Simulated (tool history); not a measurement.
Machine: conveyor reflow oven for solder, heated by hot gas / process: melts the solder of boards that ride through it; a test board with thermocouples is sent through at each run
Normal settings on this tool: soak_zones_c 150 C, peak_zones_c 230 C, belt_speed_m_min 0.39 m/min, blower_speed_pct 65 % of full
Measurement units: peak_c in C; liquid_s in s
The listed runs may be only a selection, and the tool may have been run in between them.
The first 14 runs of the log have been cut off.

{"run": 15, "hour": 354.2, "soak_zones_c": 150, "peak_zones_c": 243, "belt_speed_m_min": 0.39, "blower_speed_pct": 76, "peak_c": 228.3, "liquid_s": 84.1}
{"run": 16, "hour": 379.9, "soak_zones_c": 150, "peak_zones_c": 243, "belt_speed_m_min": 0.39, "blower_speed_pct": 76, "peak_c": 228.5, "liquid_s": 83.7}
{"hour": 390.0, "done": "flux residue cleaned out of gas plates and filters"}
{"run": 17, "hour": 416.0, "soak_zones_c": 150, "peak_zones_c": 243, "belt_speed_m_min": 0.424, "blower_speed_pct": 76, "peak_c": 228.4, "liquid_s": 76.4}
{"run": 18, "hour": 451.4, "soak_zones_c": 150, "peak_zones_c": 243, "belt_speed_m_min": 0.424, "blower_speed_pct": 76, "peak_c": 228, "liquid_s": 77.7}
{"run": 19, "hour": 479.5, "soak_zones_c": 150, "peak_zones_c": 243, "belt_speed_m_min": 0.424, "blower_speed_pct": 76, "peak_c": 227.8, "liquid_s": 76.8}
{"run": 20, "hour": 515.1, "soak_zones_c": 150, "peak_zones_c": 227, "belt_speed_m_min": 0.39, "blower_speed_pct": 65, "peak_c": 214.3, "liquid_s": 72.9}
{"run": 21, "hour": 551.6, "soak_zones_c": 136, "peak_zones_c": 228, "belt_speed_m_min": 0.329, "blower_speed_pct": 58, "peak_c": 215.8, "liquid_s": 80.9}
{"run": 22, "hour": 583.3, "soak_zones_c": 150, "peak_zones_c": 230, "belt_speed_m_min": 0.468, "blower_speed_pct": 65, "peak_c": 210.9, "liquid_s": 56.8}
{"run": 23, "hour": 614.3, "soak_zones_c": 150, "peak_zones_c": 230, "belt_speed_m_min": 0.468, "blower_speed_pct": 65, "peak_c": 211.6, "liquid_s": 56.8}
{"run": 24, "hour": 636.3, "soak_zones_c": 150, "peak_zones_c": 230, "belt_speed_m_min": 0.468, "blower_speed_pct": 65, "peak_c": 210.7, "liquid_s": 56.3}
{"run": 25, "hour": 658.0, "soak_zones_c": 139, "peak_zones_c": 230, "belt_speed_m_min": 0.468, "blower_speed_pct": 90, "peak_c": 213.7, "liquid_s": 54.7}
{"run": 26, "hour": 680.1, "soak_zones_c": 139, "peak_zones_c": 230, "belt_speed_m_min": 0.468, "blower_speed_pct": 90, "peak_c": 213.5, "liquid_s": 55.3}
{"run": 27, "hour": 698.1, "soak_zones_c": 139, "peak_zones_c": 230, "belt_speed_m_min": 0.468, "blower_speed_pct": 90, "peak_c": 212.6, "liquid_s": 55.4}
{"run": 28, "hour": 718.1, "soak_zones_c": 159, "peak_zones_c": 230, "belt_speed_m_min": 0.468, "blower_speed_pct": 90, "peak_c": 216.9, "liquid_s": 67.1}
{"run": 29, "hour": 754.2, "soak_zones_c": 159, "peak_zones_c": 230, "belt_speed_m_min": 0.385, "blower_speed_pct": 81, "peak_c": 219.8, "liquid_s": 84.6}
{"run": 30, "hour": 779.9, "soak_zones_c": 163, "peak_zones_c": 230, "belt_speed_m_min": 0.39, "blower_speed_pct": 65, "peak_c": 218.6, "liquid_s": 84.2}

Forecast each of these 4 alternatives for the next run:
{"run": "A", "hour": 803.7, "soak_zones_c": 151, "peak_zones_c": 230, "belt_speed_m_min": 0.39, "blower_speed_pct": 78, "peak_c": "?", "liquid_s": "?"}
{"run": "B", "hour": 803.7, "soak_zones_c": 150, "peak_zones_c": 228, "belt_speed_m_min": 0.323, "blower_speed_pct": 65, "peak_c": "?", "liquid_s": "?"}
{"run": "C", "hour": 803.7, "soak_zones_c": 150, "peak_zones_c": 233, "belt_speed_m_min": 0.408, "blower_speed_pct": 87, "peak_c": "?", "liquid_s": "?"}
{"run": "D", "hour": 803.7, "soak_zones_c": 150, "peak_zones_c": 230, "belt_speed_m_min": 0.468, "blower_speed_pct": 65, "peak_c": "?", "liquid_s": "?"}

run=A peak_c=217.8 liquid_s=77.7
run=B peak_c=218.6 liquid_s=94.1
run=C peak_c=221.3 liquid_s=75.8
run=D peak_c=210.7 liquid_s=56.6
With the hidden condition removed and each run's random variation left untouched, the same runs would have given:
run=A peak_c=219.1 liquid_s=78.1
run=B peak_c=219.7 liquid_s=94.4
run=C peak_c=222.6 liquid_s=76.1
run=D peak_c=212.1 liquid_s=57.6

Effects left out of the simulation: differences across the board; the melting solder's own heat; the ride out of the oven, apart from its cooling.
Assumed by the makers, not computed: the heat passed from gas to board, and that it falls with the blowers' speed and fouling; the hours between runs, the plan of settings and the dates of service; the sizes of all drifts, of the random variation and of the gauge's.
